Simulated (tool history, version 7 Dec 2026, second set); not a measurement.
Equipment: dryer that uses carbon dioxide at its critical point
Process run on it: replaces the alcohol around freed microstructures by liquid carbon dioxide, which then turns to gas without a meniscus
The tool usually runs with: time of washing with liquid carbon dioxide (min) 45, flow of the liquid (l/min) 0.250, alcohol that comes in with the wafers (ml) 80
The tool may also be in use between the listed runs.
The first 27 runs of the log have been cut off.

run   hour  time of washing with liquid carbon dioxide (min)  flow of the liquid (l/min)  alcohol that comes in with the wafers (ml)  hours of work since the filter was changed  hours of work since the purifier's bed was changed  alcohol left in the vessel before it's heated (ppm by volume)
 28  552.0                                                28                       0.250                                          80                                          56                                                  94                                                           2995
 29  575.6                                                37                       0.250                                          34                                          74                                                 112                                                            555
 30  593.2                                                37                       0.250                                          34                                          88                                                 126                                                            581
 31  622.0                                                46                       0.250                                         104                                         110                                                 149                                                            737
 32  647.4                                                35                       0.161                                          87                                         130                                                 168                                                           5164
 33  660.2                                                66                       0.250                                          54                                         140                                                 178                                                             85
 34  675.1                                                66                       0.250                                          54                                         152                                                 190                                                             77
 35  690.5                                                31                       0.227                                          80                                         163                                                 202                                                           2983
 36  709.8                                                45                       0.254                                         112                                         179                                                 217                                                            836
 37  729.4                                                65                       0.254                                         112                                         194                                                 232                                                            150
 38  749.1                                                37                       0.166                                          28                                         209                                                 247                                                           1484
 39  768.3                                                33                       0.183                                         116                                         224                                                 262                                                           6173
 40  796.6                                                37                       0.163                                          74                                         246                                                 285                                                           3903
 41  814.2                                                45                       0.250                                          51                                         260                                                 298                                                            443
 42  827.3                                                45                       0.203                                          86                                         270                                                 308                                                           1526
 43  842.6                                                45                       0.250                                          50                                         282                                                 320                                                            443
 44  862.3                                                58                       0.208                                          80                                         297                                                 336                                                            507
 45  890.1                                                58                       0.224                                          80                                         319                                                 357                                                            381
 46  902.3                                                58                       0.224                                          80                                         328                                                 367                                                            379
 47  919.6                                                58                       0.224                                          80                                         342                                                 380                                                            378

Here are 4 independent what-if runs from the current tool condition. What would each one return?
  A  942.0                                                55                       0.250                                          80                                         359                                                 398                                                              ?
  B  942.0                                                68                       0.398                                          39                                         359                                                 398                                                              ?
  C  942.0                                                45                       0.301                                          95                                         359                                                 398                                                              ?
  D  942.0                                                65                       0.229                                         116                                         359                                                 398                                                              ?

run  alcohol left in the vessel before it's heated (ppm by volume)
  A                                                            310
  B                                                             26
  C                                                            403
  D                                                            289
Take away the tool's hidden state, keep each run's random variation, and the runs would have read:
run  alcohol left in the vessel before it's heated (ppm by volume)
  A                                                            237
  B                                                              2
  C                                                            314
  D                                                            216
